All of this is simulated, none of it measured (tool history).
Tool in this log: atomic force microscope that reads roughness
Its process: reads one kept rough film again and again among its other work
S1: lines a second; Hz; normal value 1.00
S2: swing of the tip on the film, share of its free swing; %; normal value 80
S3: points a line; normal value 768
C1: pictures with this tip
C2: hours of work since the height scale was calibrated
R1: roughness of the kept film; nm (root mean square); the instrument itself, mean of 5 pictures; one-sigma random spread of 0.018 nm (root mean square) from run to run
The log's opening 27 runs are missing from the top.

| run | hour | S1 | S2 | S3 | C1 | C2 | R1 |
|---|---|---|---|---|---|---|---|
| 28 | 981.8 | 1.28 | 80 | 731 | 192 | 34 | 3.538 |
| 29 | 1016.1 | 0.63 | 87 | 721 | 254 | 59 | 3.474 |
|  | 1025.5 | new tip fitted |
| 30 | 1046.1 | 0.63 | 87 | 721 | 37 | 81 | 4.247 |
| 31 | 1088.2 | 0.52 | 83 | 619 | 113 | 112 | 4.021 |
| 32 | 1128.1 | 1.00 | 80 | 290 | 185 | 142 | 3.608 |
| 33 | 1170.9 | 1.00 | 74 | 518 | 263 | 174 | 3.479 |
|  | 1178.5 | new tip fitted |
| 34 | 1203.4 | 1.00 | 74 | 518 | 45 | 198 | 4.271 |
| 35 | 1227.3 | 1.00 | 74 | 518 | 89 | 216 | 4.122 |
| 36 | 1267.4 | 2.44 | 55 | 419 | 161 | 245 | 3.836 |
| 37 | 1293.5 | 2.42 | 80 | 555 | 208 | 265 | 3.245 |
| 38 | 1326.6 | 2.42 | 80 | 391 | 268 | 290 | 3.108 |
|  | 1329.5 | new tip fitted |
| 39 | 1378.2 | 1.00 | 62 | 474 | 88 | 328 | 4.155 |
| 40 | 1416.7 | 1.45 | 58 | 810 | 158 | 356 | 3.872 |
| 41 | 1441.6 | 1.45 | 81 | 281 | 203 | 375 | 3.427 |
| 42 | 1473.5 | 1.45 | 74 | 281 | 261 | 399 | 3.318 |
|  | 1482.5 | new tip fitted |
| 43 | 1499.6 | 1.45 | 74 | 281 | 31 | 418 | 4.196 |
| 44 | 1533.6 | 1.45 | 67 | 281 | 92 | 443 | 3.978 |
| 45 | 1562.4 | 0.52 | 80 | 768 | 144 | 464 | 3.860 |
| 46 | 1601.5 | 0.72 | 88 | 715 | 215 | 493 | 3.510 |
|  | 1632.2 | new tip fitted |
| 47 | 1643.5 | 2.92 | 63 | 715 | 20 | 524 | 4.321 |
| 48 | 1675.3 | 2.92 | 63 | 715 | 77 | 548 | 4.044 |
| 49 | 1723.7 | 1.14 | 80 | 971 | 165 | 584 | 3.708 |
| 50 | 1772.9 | 0.61 | 86 | 343 | 254 | 621 | 3.431 |
|  | 1784.0 | new tip fitted |
| 51 | 1808.8 | 1.95 | 75 | 437 | 45 | 647 | 3.983 |

Predict each of these 4 candidate next runs independently; none follows another, all start after run 51:
| A | 1856.5 | 1.00 | 86 | 768 | 131 | 683 | ? |
| B | 1856.5 | 3.90 | 75 | 557 | 131 | 683 | ? |
| C | 1856.5 | 3.45 | 61 | 627 | 131 | 683 | ? |
| D | 1856.5 | 2.16 | 66 | 437 | 131 | 683 | ? |

| run | R1 |
|---|---|
| A | 3.727 |
| B | 3.330 |
| C | 3.762 |
| D | 3.822 |
What these runs would have given with no unlogged condition in the tool:
| run | R1 |
|---|---|
| A | 4.333 |
| B | 3.873 |
| C | 4.375 |
| D | 4.444 |

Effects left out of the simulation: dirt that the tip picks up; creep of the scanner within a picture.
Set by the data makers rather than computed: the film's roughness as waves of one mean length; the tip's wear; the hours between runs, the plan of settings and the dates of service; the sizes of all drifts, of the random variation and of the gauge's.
